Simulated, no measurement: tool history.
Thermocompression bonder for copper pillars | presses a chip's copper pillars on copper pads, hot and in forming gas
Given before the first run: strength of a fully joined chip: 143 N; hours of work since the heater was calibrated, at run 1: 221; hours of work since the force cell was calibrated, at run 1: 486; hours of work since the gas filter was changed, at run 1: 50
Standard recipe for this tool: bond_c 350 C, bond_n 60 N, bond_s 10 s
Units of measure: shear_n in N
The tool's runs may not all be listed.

run,hour,bond_c,bond_n,bond_s,hours of work since the heater was calibrated,hours of work since the force cell was calibrated,hours of work since the gas filter was changed,shear_n
1,0,350,60,10,221,486,50,57.1
2,18.3,350,60,10,230,495,59,57.7
3,39.6,350,60,10,240,505,69,57.7
4,67.4,350,60,10,253,519,82,56.4
5,85.7,345,60,10,262,527,91,53.3
6,105.8,345,60,10,271,537,101,53.9
# hour 126.9: forming gas filter changed
7,130.1,350,60,10,283,548,2,61.5
8,163.3,350,68,10,298,564,17,68.1
9,185.2,344,60,10,309,574,28,56.6
10,214.3,350,37,10,323,588,42,38.3
11,246.9,350,68,10,338,604,57,66.3
# hour 250.4: heater calibrated with a thermocouple chip
12,268.7,350,68,10,9,613,67,68.4
13,294.7,350,68,10,21,626,79,67.4
14,311.5,350,60,10,29,634,87,60.3
15,336.2,350,60,10,41,645,99,60.4
# hour 353.8: heater calibrated with a thermocouple chip, once more
16,359.3,350,60,29,3,655,109,74.3
# hour 364.1: forming gas filter changed
17,392.4,350,60,10,18,671,13,56.9
18,414.2,350,60,10,29,681,24,56.2
19,448.1,350,60,10,45,698,40,55.2
20,466.2,378,60,20,53,706,49,89.2
21,498.2,359,60,20,69,721,64,78.7
22,524.7,365,40,26,81,734,77,61.9
23,553,365,40,26,95,748,90,62.4
24,573,365,40,26,104,757,100,61
# hour 595.9: forming gas filter changed
25,596.5,365,40,26,115,768,0,65.3
26,617.5,365,40,26,125,778,10,67.1
27,635.2,328,41,8,134,786,19,26.9
28,664.2,329,60,28,147,800,33,65.5
29,689.9,366,71,26,160,813,45,101.7
30,704.9,350,50,16,167,820,52,56.9
31,729.4,353,62,10,178,831,64,59.9
32,750.7,325,77,24,189,841,74,70.4
33,777,325,77,24,201,854,86,70.4
34,810.1,325,77,24,217,870,102,69.2
# hour 828.1: forming gas filter changed
35,828.9,325,77,24,226,878,0,78
36,843.8,368,49,22,233,886,7,79.3
37,870.4,368,49,22,245,898,20,77.4
38,896.2,321,60,10,258,911,32,41.2

Consider 3 possible next runs. They are alternatives, not a sequence: every one starts from the tool as it was left by run 38. What does each give?
A,917.1,321,60,20,268,920,42,?
B,917.1,345,60,10,268,920,42,?
C,917.1,338,69,22,268,920,42,?

run,shear_n
A,52.7
B,55.8
C,75
The same runs, with their run-to-run variation unchanged, on a tool lacking any hidden condition would have given:
run,shear_n
A,52.7
B,56.1
C,75.7
